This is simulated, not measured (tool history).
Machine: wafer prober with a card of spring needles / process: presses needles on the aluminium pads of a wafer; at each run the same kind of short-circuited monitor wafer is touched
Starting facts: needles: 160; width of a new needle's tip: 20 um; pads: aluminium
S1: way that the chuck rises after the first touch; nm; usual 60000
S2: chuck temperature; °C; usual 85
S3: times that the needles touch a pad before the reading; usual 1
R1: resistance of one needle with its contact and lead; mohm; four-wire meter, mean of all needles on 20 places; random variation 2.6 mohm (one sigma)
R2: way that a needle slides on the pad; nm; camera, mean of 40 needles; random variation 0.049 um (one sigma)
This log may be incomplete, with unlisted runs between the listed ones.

{"run": 1, "hour": 0.0, "S1": 60000, "S2": 85, "S3": 1, "R1": 1027, "R2": 14980}
{"hour": 7.8, "done": "tips cleaned on abrasive film"}
{"hour": 18.1, "done": "tips cleaned on abrasive film"}
{"hour": 31.0, "done": "tips cleaned on abrasive film"}
{"hour": 43.9, "done": "tips cleaned on abrasive film"}
{"hour": 56.8, "done": "tips cleaned on abrasive film"}
{"hour": 68.5, "done": "tips cleaned on abrasive film"}
{"run": 2, "hour": 68.5, "S1": 60000, "S2": 85, "S3": 1, "R1": 348, "R2": 14940}
{"hour": 81.4, "done": "tips cleaned on abrasive film"}
{"hour": 84.2, "done": "height of the first contact set anew"}
{"hour": 92.0, "done": "tips cleaned on abrasive film"}
{"hour": 104.9, "done": "tips cleaned on abrasive film"}
{"hour": 115.3, "done": "tips cleaned on abrasive film"}
{"hour": 125.6, "done": "tips cleaned on abrasive film"}
{"hour": 135.9, "done": "tips cleaned on abrasive film"}
{"run": 3, "hour": 138.8, "S1": 60000, "S2": 85, "S3": 1, "R1": 816, "R2": 15430}
{"hour": 146.6, "done": "tips cleaned on abrasive film"}
{"hour": 159.5, "done": "tips cleaned on abrasive film"}
{"hour": 169.8, "done": "tips cleaned on abrasive film"}
{"hour": 180.2, "done": "tips cleaned on abrasive film"}
{"hour": 190.5, "done": "tips cleaned on abrasive film"}
{"run": 4, "hour": 197.0, "S1": 60000, "S2": 116, "S3": 1, "R1": 1093, "R2": 15240}
{"hour": 202.2, "done": "tips cleaned on abrasive film"}
{"hour": 212.6, "done": "tips cleaned on abrasive film"}
{"hour": 222.9, "done": "tips cleaned on abrasive film"}
{"hour": 233.3, "done": "tips cleaned on abrasive film"}
{"run": 5, "hour": 236.0, "S1": 60000, "S2": 85, "S3": 1, "R1": 777, "R2": 15290}
{"hour": 243.8, "done": "tips cleaned on abrasive film"}
{"hour": 254.1, "done": "tips cleaned on abrasive film"}
{"hour": 267.0, "done": "tips cleaned on abrasive film"}
{"run": 6, "hour": 276.2, "S1": 60000, "S2": 85, "S3": 1, "R1": 1349, "R2": 15120}
{"hour": 278.9, "done": "tips cleaned on abrasive film"}
{"hour": 289.2, "done": "tips cleaned on abrasive film"}
{"hour": 299.6, "done": "tips cleaned on abrasive film"}
{"hour": 309.9, "done": "tips cleaned on abrasive film"}
{"hour": 320.3, "done": "tips cleaned on abrasive film"}
{"hour": 332.3, "done": "card fitted with new needles"}
{"hour": 342.6, "done": "tips cleaned on abrasive film"}
{"run": 7, "hour": 347.2, "S1": 60000, "S2": 103, "S3": 1, "R1": 670, "R2": 15550}
{"hour": 355.0, "done": "tips cleaned on abrasive film"}
{"hour": 365.4, "done": "tips cleaned on abrasive film"}
{"hour": 375.7, "done": "tips cleaned on abrasive film"}
{"hour": 386.1, "done": "tips cleaned on abrasive film"}
{"run": 8, "hour": 392.4, "S1": 60000, "S2": 85, "S3": 2, "R1": 576, "R2": 15480}
{"hour": 397.6, "done": "tips cleaned on abrasive film"}
{"hour": 410.5, "done": "tips cleaned on abrasive film"}
{"hour": 420.9, "done": "tips cleaned on abrasive film"}
{"hour": 433.8, "done": "tips cleaned on abrasive film"}
{"hour": 444.1, "done": "tips cleaned on abrasive film"}
{"hour": 454.5, "done": "tips cleaned on abrasive film"}
{"run": 9, "hour": 459.6, "S1": 46000, "S2": 69, "S3": 1, "R1": 1087, "R2": 11690}
{"hour": 467.3, "done": "tips cleaned on abrasive film"}
{"hour": 480.2, "done": "tips cleaned on abrasive film"}
{"hour": 493.2, "done": "tips cleaned on abrasive film"}
{"run": 10, "hour": 494.0, "S1": 46000, "S2": 117, "S3": 2, "R1": 467, "R2": 11660}
{"hour": 504.4, "done": "tips cleaned on abrasive film"}
{"hour": 514.7, "done": "tips cleaned on abrasive film"}
{"hour": 525.0, "done": "tips cleaned on abrasive film"}
{"hour": 535.4, "done": "tips cleaned on abrasive film"}
{"hour": 548.3, "done": "tips cleaned on abrasive film"}
{"hour": 559.6, "done": "tips cleaned on abrasive film"}
{"run": 11, "hour": 559.6, "S1": 60000, "S2": 101, "S3": 1, "R1": 349, "R2": 15110}
{"hour": 572.5, "done": "tips cleaned on abrasive film"}
{"hour": 582.9, "done": "tips cleaned on abrasive film"}
{"hour": 593.2, "done": "tips cleaned on abrasive film"}
{"hour": 603.5, "done": "tips cleaned on abrasive film"}
{"run": 12, "hour": 609.0, "S1": 55000, "S2": 71, "S3": 2, "R1": 689, "R2": 13700}
{"hour": 614.2, "done": "tips cleaned on abrasive film"}
{"hour": 624.6, "done": "tips cleaned on abrasive film"}
{"hour": 637.5, "done": "tips cleaned on abrasive film"}
{"run": 13, "hour": 641.9, "S1": 72000, "S2": 46, "S3": 2, "R1": 495, "R2": 18040}
{"hour": 649.7, "done": "tips cleaned on abrasive film"}
{"hour": 660.0, "done": "tips cleaned on abrasive film"}
{"hour": 670.3, "done": "tips cleaned on abrasive film"}
{"hour": 680.7, "done": "tips cleaned on abrasive film"}
{"hour": 691.0, "done": "tips cleaned on abrasive film"}
{"hour": 696.5, "done": "height of the first contact set anew"}
{"run": 14, "hour": 701.1, "S1": 72000, "S2": 46, "S3": 2, "R1": 559, "R2": 18570}
{"hour": 703.7, "done": "tips cleaned on abrasive film"}
{"hour": 714.1, "done": "tips cleaned on abrasive film"}
{"hour": 727.0, "done": "tips cleaned on abrasive film"}
{"hour": 737.3, "done": "tips cleaned on abrasive film"}
{"hour": 747.7, "done": "tips cleaned on abrasive film"}
{"run": 15, "hour": 753.4, "S1": 72000, "S2": 46, "S3": 2, "R1": 518, "R2": 18510}
{"hour": 758.6, "done": "tips cleaned on abrasive film"}
{"hour": 768.9, "done": "tips cleaned on abrasive film"}
{"hour": 779.3, "done": "tips cleaned on abrasive film"}
{"hour": 789.6, "done": "tips cleaned on abrasive film"}
{"hour": 800.0, "done": "tips cleaned on abrasive film"}
{"run": 16, "hour": 808.1, "S1": 72000, "S2": 46, "S3": 2, "R1": 554, "R2": 18390}

Difference, measured minus no-hidden-state, one row per run. Run-to-run variation is common to both terms; the gauge's own scatter need not be:
The tool's hidden condition here consists of: debris on the tips, nm; way that the needles fall short of the set height, um; tips' diameter, um; drift of the gauge itself on contact_mohm, %; drift of the gauge itself on scrub_um, %.
run=1 R1=+736 R2=-540
run=2 R1=+54 R2=-650
run=3 R1=+518 R2=-110
run=4 R1=+790 R2=-200
run=5 R1=+481 R2=-290
run=6 R1=+1057 R2=-360
run=7 R1=+370 R2=-20
run=8 R1=+281 R2=-100
run=9 R1=+794 R2=-220
run=10 R1=+154 R2=-290
run=11 R1=+47 R2=-400
run=12 R1=+399 R2=-490
run=13 R1=+218 R2=-550
run=14 R1=+286 R2=+0
run=15 R1=+239 R2=-110
run=16 R1=+275 R2=-220
